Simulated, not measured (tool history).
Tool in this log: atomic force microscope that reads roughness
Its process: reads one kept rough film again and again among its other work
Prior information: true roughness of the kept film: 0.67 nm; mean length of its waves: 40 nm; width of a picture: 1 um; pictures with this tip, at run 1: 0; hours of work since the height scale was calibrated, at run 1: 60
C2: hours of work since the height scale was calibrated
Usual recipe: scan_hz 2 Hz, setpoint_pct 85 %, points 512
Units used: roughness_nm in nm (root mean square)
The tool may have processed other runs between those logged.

run 1 hour=0 | scan_hz=2 setpoint_pct=85 points=512 | pictures_with_this_tip=0 C2=60 | roughness_nm=0.59
run 2 hour=28.8 | scan_hz=2 setpoint_pct=85 points=512 | pictures_with_this_tip=32 C2=72 | roughness_nm=0.59
run 3 hour=72.6 | scan_hz=2 setpoint_pct=85 points=512 | pictures_with_this_tip=81 C2=90 | roughness_nm=0.585
run 4 hour=101.7 | scan_hz=2 setpoint_pct=85 points=512 | pictures_with_this_tip=113 C2=103 | roughness_nm=0.583
run 5 hour=138.9 | scan_hz=2 setpoint_pct=85 points=512 | pictures_with_this_tip=154 C2=119 | roughness_nm=0.586
run 6 hour=193.2 | scan_hz=2 setpoint_pct=70 points=512 | pictures_with_this_tip=214 C2=142 | roughness_nm=0.621
run 7 hour=255 | scan_hz=2 setpoint_pct=70 points=512 | pictures_with_this_tip=282 C2=168 | roughness_nm=0.618
run 8 hour=302.8 | scan_hz=2 setpoint_pct=70 points=512 | pictures_with_this_tip=335 C2=188 | roughness_nm=0.614
-- hour=317.2 new tip fitted
run 9 hour=353.5 | scan_hz=2 setpoint_pct=70 points=512 | pictures_with_this_tip=40 C2=210 | roughness_nm=0.623
run 10 hour=386.8 | scan_hz=2 setpoint_pct=85 points=612 | pictures_with_this_tip=77 C2=224 | roughness_nm=0.588
run 11 hour=439.7 | scan_hz=2 setpoint_pct=85 points=612 | pictures_with_this_tip=135 C2=246 | roughness_nm=0.587
run 12 hour=488.3 | scan_hz=2 setpoint_pct=85 points=612 | pictures_with_this_tip=189 C2=267 | roughness_nm=0.584
-- hour=493.1 height scale calibrated on a step standard
run 13 hour=550.4 | scan_hz=2 setpoint_pct=60 points=612 | pictures_with_this_tip=257 C2=24 | roughness_nm=0.63
run 14 hour=592.3 | scan_hz=2 setpoint_pct=85 points=512 | pictures_with_this_tip=303 C2=42 | roughness_nm=0.578
-- hour=634.7 new tip fitted
run 15 hour=650.1 | scan_hz=2 setpoint_pct=90 points=512 | pictures_with_this_tip=17 C2=67 | roughness_nm=0.571
run 16 hour=706.2 | scan_hz=2 setpoint_pct=73 points=512 | pictures_with_this_tip=79 C2=90 | roughness_nm=0.617
-- hour=740.6 height scale calibrated on a step standard, once more
run 17 hour=740.6 | scan_hz=2 setpoint_pct=85 points=512 | pictures_with_this_tip=116 C2=0 | roughness_nm=0.586
run 18 hour=773.2 | scan_hz=2 setpoint_pct=85 points=512 | pictures_with_this_tip=152 C2=14 | roughness_nm=0.589
run 19 hour=806.5 | scan_hz=2 setpoint_pct=85 points=912 | pictures_with_this_tip=189 C2=28 | roughness_nm=0.587
run 20 hour=848 | scan_hz=2 setpoint_pct=85 points=912 | pictures_with_this_tip=235 C2=46 | roughness_nm=0.584
run 21 hour=895.1 | scan_hz=2 setpoint_pct=85 points=708 | pictures_with_this_tip=287 C2=66 | roughness_nm=0.585
run 22 hour=924.5 | scan_hz=1.55 setpoint_pct=72 points=708 | pictures_with_this_tip=319 C2=78 | roughness_nm=0.622
-- hour=949 new tip fitted
run 23 hour=983.1 | scan_hz=1.08 setpoint_pct=75 points=976 | pictures_with_this_tip=37 C2=103 | roughness_nm=0.639
run 24 hour=1018.6 | scan_hz=2 setpoint_pct=67 points=805 | pictures_with_this_tip=76 C2=118 | roughness_nm=0.634
run 25 hour=1058.5 | scan_hz=2 setpoint_pct=67 points=805 | pictures_with_this_tip=121 C2=135 | roughness_nm=0.632
run 26 hour=1108.9 | scan_hz=1.59 setpoint_pct=84 points=486 | pictures_with_this_tip=176 C2=156 | roughness_nm=0.603
run 27 hour=1156.7 | scan_hz=2.14 setpoint_pct=67 points=278 | pictures_with_this_tip=229 C2=177 | roughness_nm=0.621
run 28 hour=1209.5 | scan_hz=1.25 setpoint_pct=85 points=324 | pictures_with_this_tip=287 C2=199 | roughness_nm=0.604
run 29 hour=1254.6 | scan_hz=1.25 setpoint_pct=85 points=324 | pictures_with_this_tip=337 C2=218 | roughness_nm=0.602
-- hour=1266.3 new tip fitted
run 30 hour=1283 | scan_hz=1.25 setpoint_pct=85 points=324 | pictures_with_this_tip=19 C2=230 | roughness_nm=0.614
run 31 hour=1312.5 | scan_hz=2.72 setpoint_pct=55 points=512 | pictures_with_this_tip=51 C2=243 | roughness_nm=0.646
run 32 hour=1357.8 | scan_hz=2.45 setpoint_pct=56 points=589 | pictures_with_this_tip=102 C2=262 | roughness_nm=0.641
run 33 hour=1407.2 | scan_hz=2.72 setpoint_pct=66 points=411 | pictures_with_this_tip=156 C2=283 | roughness_nm=0.619
run 34 hour=1446.2 | scan_hz=2.72 setpoint_pct=89 points=520 | pictures_with_this_tip=199 C2=300 | roughness_nm=0.549
run 35 hour=1511.9 | scan_hz=3.86 setpoint_pct=78 points=418 | pictures_with_this_tip=272 C2=328 | roughness_nm=0.559
run 36 hour=1569.9 | scan_hz=3.74 setpoint_pct=84 points=512 | pictures_with_this_tip=336 C2=352 | roughness_nm=0.534
-- hour=1583.2 new tip fitted
run 37 hour=1618.6 | scan_hz=2 setpoint_pct=65 points=771 | pictures_with_this_tip=39 C2=373 | roughness_nm=0.635
run 38 hour=1676 | scan_hz=1.74 setpoint_pct=85 points=502 | pictures_with_this_tip=102 C2=397 | roughness_nm=0.596
run 39 hour=1731.9 | scan_hz=1.74 setpoint_pct=85 points=502 | pictures_with_this_tip=164 C2=421 | roughness_nm=0.594
run 40 hour=1760.7 | scan_hz=2 setpoint_pct=85 points=523 | pictures_with_this_tip=196 C2=433 | roughness_nm=0.582
run 41 hour=1801.6 | scan_hz=2 setpoint_pct=85 points=523 | pictures_with_this_tip=241 C2=451 | roughness_nm=0.583

Forecast each of these 3 alternatives for the next run:
run A hour=1829.9 | scan_hz=2 setpoint_pct=60 points=523 | pictures_with_this_tip=272 C2=463 | roughness_nm=?
run B hour=1829.9 | scan_hz=1.61 setpoint_pct=62 points=523 | pictures_with_this_tip=272 C2=463 | roughness_nm=?
run C hour=1829.9 | scan_hz=1.34 setpoint_pct=78 points=523 | pictures_with_this_tip=272 C2=463 | roughness_nm=?

run=A roughness_nm=0.633
run=B roughness_nm=0.636
run=C roughness_nm=0.616
With the hidden condition removed and each run's random variation left untouched, the same runs would have given:
run=A roughness_nm=0.645
run=B roughness_nm=0.648
run=C roughness_nm=0.628
